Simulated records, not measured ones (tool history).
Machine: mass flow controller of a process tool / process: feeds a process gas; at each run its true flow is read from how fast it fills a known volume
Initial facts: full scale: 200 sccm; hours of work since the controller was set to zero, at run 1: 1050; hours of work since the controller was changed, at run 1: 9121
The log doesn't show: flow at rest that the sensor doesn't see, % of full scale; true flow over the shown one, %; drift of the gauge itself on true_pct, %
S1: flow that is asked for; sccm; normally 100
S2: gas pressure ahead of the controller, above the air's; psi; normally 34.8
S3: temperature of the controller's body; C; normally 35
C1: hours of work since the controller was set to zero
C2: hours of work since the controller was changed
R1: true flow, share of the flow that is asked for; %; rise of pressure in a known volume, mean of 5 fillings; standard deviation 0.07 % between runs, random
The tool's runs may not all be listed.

run     hour   S1    S2  S3    C1     C2      R1
  1        0  100  34.8  35  1050   9121  101.83
  2    325.4  100  34.8  35  1178   9248  101.94
  3    741.1  109  34.8  35  1340   9411  102.13
  4   1145.3  109  34.8  35  1499   9569   102.3
  5   1520.6  109  34.8  24  1645   9716  102.83
  6     1861  100  34.8  35  1779   9849  102.13
  7   2123.9   81  34.8  35  1882   9952     102
  8   2637.7   81  34.8  35  2083  10153  102.04
  9   2894.1  100  34.8  24  2183  10253  102.71
 10   3456.7  100  34.8  24  2403  10474  102.83
 11   3812.9  100  34.8  24  2543  10613  102.87
 12   4366.5  100  34.8  35  2759  10830  102.41
      4487.8  -- controller exchanged for a calibrated one
 13   4663.2  100  34.8  35    69     69   98.46
 14   4945.7  100  34.8  35   179    179   98.44
 15   5405.3  100  34.8  35   359    359   98.47
 16   5759.7   27  34.8  35   498    498   97.49
 17   6192.6   27  34.8  35   667    667   97.38
 18   6437.1   27  34.8  35   763    763   97.43
 19   6765.6   27  34.8  35   891    891   97.53
 20   7292.4  100  26.4  35  1098   1098   99.03
 21   7667.9  100  26.4  35  1245   1245   98.99
 22   8153.9   57  26.4  35  1435   1435   98.49
 23     8648   38  31.3  40  1628   1628   97.66
 24   9133.7   96  32.2  35  1818   1818   98.93
 25   9617.1   48  35.2  34  2008   2008   97.98
 26   9951.4   48  35.2  34  2138   2138   98.12
 27  10206.2   48  27.8  35  2238   2238   98.37
 28  10508.6   48  27.8  35  2356   2356    98.4
 29  10885.4   22  28.4  27  2504   2504   97.34
 30  11235.9   22  21.9  27  2641   2641   97.76
 31  11589.4   65  32.5  35  2779   2779   98.63
 32  11855.4  100  34.7  25  2884   2884   99.56
 33  12311.2   27  34.8  30  3062   3062    97.4
 34  12563.9  100  24.7  40  3161   3161   99.29
 35  13094.3   27  24.7  31  3368   3368   97.76
 36  13629.3   27  24.7  31  3578   3578   97.93
 37    13986  170  34.2  23  3717   3717  100.63
 38  14320.5   35  27.4  28  3848   3848   98.38
 39  14750.1   27  34.8  30  4016   4016   97.25
 40  15251.6   27  34.8  30  4213   4213   97.03
 41  15552.6   23  40.2  27  4331   4331   96.54

What if the next run were any one of these 5? Each begins from the tool's condition after run 41:
  A  16127.1  163  35.4  29  4555  4555   ?
  B  16127.1   55  36.1  26  4555  4555   ?
  C  16127.1   23  40.2  31  4555  4555   ?
  D  16127.1   26  40.6  31  4555  4555   ?
  E  16127.1   43  25.8  27  4555  4555   ?

run      R1
  A  100.69
  B   98.99
  C   96.35
  D   96.75
  E   98.82
Without the tool's hidden state the same runs would have given:
run     R1
  A  99.33
  B  98.48
  C  97.63
  D  97.67
  E  98.67
